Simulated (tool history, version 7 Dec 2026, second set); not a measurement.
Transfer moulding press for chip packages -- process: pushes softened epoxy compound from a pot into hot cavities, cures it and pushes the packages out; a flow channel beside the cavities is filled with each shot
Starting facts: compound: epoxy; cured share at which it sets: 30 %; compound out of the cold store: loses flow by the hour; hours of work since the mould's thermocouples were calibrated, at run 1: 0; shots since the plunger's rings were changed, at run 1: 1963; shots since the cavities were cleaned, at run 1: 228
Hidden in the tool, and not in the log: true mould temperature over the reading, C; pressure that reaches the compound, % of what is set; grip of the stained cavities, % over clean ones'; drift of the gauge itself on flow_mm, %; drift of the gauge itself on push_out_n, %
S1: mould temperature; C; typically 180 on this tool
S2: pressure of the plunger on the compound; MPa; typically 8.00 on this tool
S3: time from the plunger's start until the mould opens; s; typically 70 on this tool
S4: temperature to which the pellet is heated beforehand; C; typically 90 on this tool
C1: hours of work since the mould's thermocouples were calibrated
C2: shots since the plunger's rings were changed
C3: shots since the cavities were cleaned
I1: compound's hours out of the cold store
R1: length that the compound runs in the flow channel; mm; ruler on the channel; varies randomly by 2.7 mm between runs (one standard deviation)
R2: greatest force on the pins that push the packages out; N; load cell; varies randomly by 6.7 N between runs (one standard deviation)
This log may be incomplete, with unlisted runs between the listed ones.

| run | hour | S1 | S2 | S3 | S4 | C1 | C2 | C3 | I1 | R1 | R2 |
|---|---|---|---|---|---|---|---|---|---|---|---|
| 1 | 0.0 | 180 | 8.00 | 70 | 90 | 0 | 1963 | 228 | 10.3 | 764 | 415 |
| 2 | 21.4 | 180 | 8.00 | 70 | 90 | 11 | 2218 | 483 | 33.2 | 692 | 433 |
| 3 | 48.4 | 180 | 8.00 | 70 | 93 | 25 | 2538 | 803 | 25.4 | 712 | 472 |
|  | 82.1 | cavities cleaned with cleaning compound and waxed |
| 4 | 88.0 | 180 | 8.00 | 70 | 93 | 45 | 2991 | 70 | 36.4 | 674 | 307 |
| 5 | 112.1 | 180 | 8.00 | 70 | 93 | 58 | 3277 | 356 | 13.8 | 740 | 426 |
| 6 | 130.7 | 180 | 8.00 | 70 | 90 | 67 | 3498 | 577 | 35.8 | 674 | 449 |
| 7 | 152.6 | 180 | 8.00 | 70 | 90 | 79 | 3759 | 838 | 19.6 | 725 | 461 |
|  | 182.0 | cavities cleaned with cleaning compound and waxed |
| 8 | 182.8 | 180 | 8.00 | 70 | 90 | 94 | 4100 | 9 | 11.1 | 744 | 302 |
| 9 | 222.6 | 175 | 8.00 | 70 | 90 | 114 | 4573 | 482 | 43.3 | 646 | 546 |
| 10 | 265.3 | 175 | 8.00 | 70 | 90 | 137 | 5081 | 990 | 32.5 | 679 | 623 |
|  | 283.6 | cavities cleaned with cleaning compound and waxed |
| 11 | 308.4 | 178 | 8.00 | 70 | 90 | 158 | 5575 | 295 | 22.4 | 696 | 427 |
| 12 | 335.9 | 178 | 8.00 | 70 | 90 | 173 | 5902 | 622 | 24.3 | 692 | 492 |
| 13 | 378.3 | 180 | 6.68 | 70 | 90 | 195 | 6406 | 1126 | 37.4 | 589 | 448 |
|  | 385.3 | cavities cleaned with cleaning compound and waxed |
| 14 | 416.7 | 180 | 8.00 | 70 | 90 | 214 | 6844 | 373 | 39.6 | 632 | 382 |
|  | 428.8 | plunger's sealing rings changed |
| 15 | 448.5 | 180 | 6.72 | 70 | 80 | 229 | 233 | 721 | 18.9 | 690 | 455 |
| 16 | 470.1 | 180 | 6.72 | 70 | 80 | 240 | 491 | 979 | 11.9 | 712 | 472 |
|  | 487.3 | cavities cleaned with cleaning compound and waxed |
| 17 | 507.5 | 180 | 6.72 | 70 | 80 | 259 | 917 | 240 | 37.4 | 634 | 366 |
| 18 | 547.3 | 185 | 7.93 | 79 | 81 | 280 | 1391 | 714 | 25.1 | 706 | 358 |
| 19 | 572.5 | 185 | 6.97 | 79 | 81 | 293 | 1690 | 1013 | 36.3 | 633 | 361 |

Run 20, settings as shown, results not yet in. Your forecast:
|  | 589.1 | cavities cleaned with cleaning compound and waxed |
| 20 | 594.7 | 185 | 6.97 | 57 | 84 | 304 | 1936 | 66 | 28.6 | ? | ? |

R1: 653 mm
R2: 358 N
With the hidden condition absent and the run-to-run variation left alone, this run would have shown R1 669 mm, R2 324 N.
